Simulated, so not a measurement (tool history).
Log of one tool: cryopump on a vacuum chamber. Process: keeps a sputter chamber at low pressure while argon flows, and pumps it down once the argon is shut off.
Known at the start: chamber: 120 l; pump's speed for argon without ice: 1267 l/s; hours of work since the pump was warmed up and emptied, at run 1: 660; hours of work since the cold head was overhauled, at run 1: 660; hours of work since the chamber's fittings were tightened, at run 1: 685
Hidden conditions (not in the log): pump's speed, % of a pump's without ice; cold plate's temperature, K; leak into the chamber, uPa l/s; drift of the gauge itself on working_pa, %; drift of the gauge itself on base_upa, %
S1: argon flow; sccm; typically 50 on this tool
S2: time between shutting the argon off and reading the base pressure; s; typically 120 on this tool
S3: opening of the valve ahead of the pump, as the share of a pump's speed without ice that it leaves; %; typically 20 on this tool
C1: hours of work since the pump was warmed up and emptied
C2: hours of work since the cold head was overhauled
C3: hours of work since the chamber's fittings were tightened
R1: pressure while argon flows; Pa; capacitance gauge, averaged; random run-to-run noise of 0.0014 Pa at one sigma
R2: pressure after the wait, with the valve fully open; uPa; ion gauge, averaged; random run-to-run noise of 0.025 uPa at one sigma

run   hour  S1   S2  S3   C1    C2    C3      R1    R2
  1      0  50  120  20  660   660   685  0.3492  1.15
  2     27  50  295  20  676   676   702  0.3494  0.73
  3   61.6  50  295  20  698   698   723  0.3499  0.72
  4   96.8  50  295  20  719   719   744  0.3511  0.73
  5  113.2  50  295  20  729   729   754   0.351  0.75
  6  135.6  50  120  20  743   743   768  0.3495  1.24
  7  164.8  50  120  20  760   760   786   0.354   1.2
  8  193.5  50   26  20  778   778   803   0.352  4.08
  9  222.1  50  120  20  795   795   821  0.3526  1.18
 10  236.9  44  120  20  804   804   830  0.3062  1.21
 11  265.8  44  120  20  822   822   847  0.3107  1.25
 12  281.3  44  120  20  831   831   857  0.3105  1.24
 13  296.5  45  255  20  841   841   866  0.3193  0.83
 14  312.9  41  120  20  851   851   876  0.2908  1.24
 15  332.5  42   87  20  863   863   888  0.2979  1.48
 16  355.4  42   87  20  877   877   902   0.297  1.54
 17  381.5  42   87  20  893   893   918   0.299  1.56
 18  408.9  42   87  20  909   909   934  0.2989   1.6
     435.8  -- pump warmed up, emptied and cooled again
 19  445.5  54   70  20    6   929   954  0.3606   1.7
 20  470.9  54   70  20   21   944   969  0.3618  1.69
 21  490.3  54  291  20   33   956   981  0.3623  0.66
 22  505.7  54  291  20   43   965   990  0.3635  0.71
 23  533.6  50   48  20   60   982  1007  0.3341  2.35
 24  563.8  34   66  17   78  1001  1026  0.2694  1.74

4 options for the next run, each taken on its own from the tool as it stands now. Forecast them:
  A  581.7  30   88  15  89  1012  1037   ?   ?
  B  581.7  50  120  32  89  1012  1037   ?   ?
  C  581.7  50  128  48  89  1012  1037   ?   ?
  D  581.7  29   77  25  89  1012  1037   ?   ?

run      R1    R2
  A  0.2668  1.44
  B  0.2112  1.14
  C  0.1421  1.15
  D  0.1561  1.53
What these runs would have given with no unlogged condition in the tool:
run      R1    R2
  A  0.2654  1.32
  B  0.2088  1.02
  C  0.1397  1.02
  D  0.1547   1.4

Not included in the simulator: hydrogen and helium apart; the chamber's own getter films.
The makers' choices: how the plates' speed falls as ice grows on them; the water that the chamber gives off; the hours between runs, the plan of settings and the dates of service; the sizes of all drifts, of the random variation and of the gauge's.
